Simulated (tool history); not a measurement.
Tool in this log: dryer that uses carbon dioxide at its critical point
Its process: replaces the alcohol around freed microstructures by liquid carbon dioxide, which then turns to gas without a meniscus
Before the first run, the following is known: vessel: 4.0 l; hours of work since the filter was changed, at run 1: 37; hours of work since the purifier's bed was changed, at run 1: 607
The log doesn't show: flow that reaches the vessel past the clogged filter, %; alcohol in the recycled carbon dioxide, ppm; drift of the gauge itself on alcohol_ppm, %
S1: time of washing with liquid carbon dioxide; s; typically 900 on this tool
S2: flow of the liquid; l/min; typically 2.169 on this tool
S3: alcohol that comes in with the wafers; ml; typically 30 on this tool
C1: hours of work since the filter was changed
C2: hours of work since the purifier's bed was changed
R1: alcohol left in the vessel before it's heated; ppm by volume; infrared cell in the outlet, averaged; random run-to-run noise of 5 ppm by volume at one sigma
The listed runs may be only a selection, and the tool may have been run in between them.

Run 1, hour 0: usual settings; C1 37; C2 607. Result: R1 214 ppm by volume.
Run 2, hour 49.1: usual settings but S1 1080 s; C1 55; C2 625. Result: R1 195 ppm by volume.
Run 3, hour 121: usual settings but S1 1080 s; C1 82; C2 652. Result: R1 201 ppm by volume.
Run 4, hour 164.1: usual settings but S1 1080 s; C1 98; C2 667. Result: R1 204 ppm by volume.
At hour 227.1: purifier's bed changed.
Run 5, hour 238.4: usual settings but S1 1080 s; C1 124; C2 4. Result: R1 21 ppm by volume.
Run 6, hour 289.6: usual settings but S1 600 s; C1 143; C2 23. Result: R1 197 ppm by volume.
Run 7, hour 331.4: usual settings; C1 158; C2 39. Result: R1 45 ppm by volume.
Run 8, hour 361.6: usual settings; C1 169; C2 50. Result: R1 52 ppm by volume.
Run 9, hour 411.9: usual settings; C1 188; C2 68. Result: R1 65 ppm by volume.
Run 10, hour 460.8: usual settings; C1 206; C2 86. Result: R1 71 ppm by volume.
Run 11, hour 499.5: usual settings but S3 80 ml; C1 220; C2 101. Result: R1 137 ppm by volume.
Run 12, hour 559.5: usual settings but S3 80 ml; C1 243; C2 123. Result: R1 139 ppm by volume.
Run 13, hour 618: usual settings but S2 3.33 l/min, S3 80 ml; C1 264; C2 144. Result: R1 51 ppm by volume.
Run 14, hour 653.1: usual settings but S2 3.33 l/min, S3 80 ml; C1 277; C2 157. Result: R1 52 ppm by volume.
Run 15, hour 720.2: usual settings but S2 3.33 l/min, S3 80 ml; C1 302; C2 182. Result: R1 68 ppm by volume.
At hour 726.1: inlet filter changed.
Run 16, hour 773: usual settings but S2 3.33 l/min, S3 80 ml; C1 17; C2 201. Result: R1 71 ppm by volume.
Run 17, hour 835.5: usual settings but S2 3.33 l/min, S3 80 ml; C1 40; C2 224. Result: R1 78 ppm by volume.
Run 18, hour 875.1: usual settings but S1 1320 s, S2 2.26 l/min, S3 80 ml; C1 55; C2 239. Result: R1 81 ppm by volume.
Run 19, hour 913.2: usual settings but S1 660 s, S2 3.65 l/min, S3 80 ml; C1 69; C2 253. Result: R1 111 ppm by volume.
Run 20, hour 970.8: usual settings but S1 660 s, S2 3.65 l/min, S3 80 ml; C1 90; C2 274. Result: R1 108 ppm by volume.
Run 21, hour 1040.8: usual settings but S1 660 s, S2 3.65 l/min, S3 80 ml; C1 116; C2 300. Result: R1 121 ppm by volume.
Run 22, hour 1113: usual settings but S1 660 s, S2 1.46 l/min, S3 50 ml; C1 143; C2 327. Result: R1 902 ppm by volume.
Run 23, hour 1143.5: usual settings but S1 1440 s, S2 2.61 l/min, S3 26 ml; C1 154; C2 338. Result: R1 99 ppm by volume.
Run 24, hour 1208.2: usual settings but S3 33 ml; C1 178; C2 362. Result: R1 147 ppm by volume.
Run 25, hour 1266.4: usual settings but S3 33 ml; C1 200; C2 384. Result: R1 157 ppm by volume.
Run 26, hour 1328.7: usual settings but S3 33 ml; C1 223; C2 407. Result: R1 168 ppm by volume.
Run 27, hour 1379.8: usual settings but S2 1.86 l/min, S3 24 ml; C1 242; C2 426. Result: R1 192 ppm by volume.
Run 28, hour 1436.9: usual settings but S2 1.86 l/min, S3 24 ml; C1 263; C2 447. Result: R1 201 ppm by volume.
Run 29, hour 1467.6: usual settings but S2 2.11 l/min, S3 117 ml; C1 274; C2 458. Result: R1 310 ppm by volume.
Run 30, hour 1540: usual settings but S1 780 s, S2 2.11 l/min, S3 117 ml; C1 301; C2 485. Result: R1 486 ppm by volume.
At hour 1546.1: inlet filter changed.
Run 31, hour 1580.9: usual settings but S1 1020 s, S2 3.5 l/min, S3 59 ml; C1 13; C2 500. Result: R1 158 ppm by volume.
Run 32, hour 1616.2: usual settings but S1 600 s, S2 2.73 l/min; C1 26; C2 513. Result: R1 217 ppm by volume.
Run 33, hour 1647.6: usual settings but S3 43 ml; C1 38; C2 524. Result: R1 205 ppm by volume.
Run 34, hour 1677.7: usual settings but S1 1200 s, S2 1.81 l/min, S3 46 ml; C1 49; C2 535. Result: R1 199 ppm by volume.

Entry by entry between the runs, the difference in hidden state between the last listed run before and the first listed run after:
Runs 4 to 5: purifier's bed changed (hour 227.1)
  flow that reaches the vessel past the clogged filter, %: 97.1 -> 96.4; alcohol in the recycled carbon dioxide, ppm: 198.5 -> 7.1
  measured value less the no-hidden-state value, R1: +197 -> +4 ppm by volume
Runs 15 to 16: inlet filter changed (hour 726.1)
  flow that reaches the vessel past the clogged filter, %: 91.6 -> 99.2; alcohol in the recycled carbon dioxide, ppm: 59.7 -> 65.1
  measured value less the no-hidden-state value, R1: +57 -> +61 ppm by volume
Runs 30 to 31: inlet filter changed (hour 1546.1)
  flow that reaches the vessel past the clogged filter, %: 91.7 -> 99.3; alcohol in the recycled carbon dioxide, ppm: 148.9 -> 153.5
  measured value less the no-hidden-state value, R1: +252 -> +150 ppm by volume
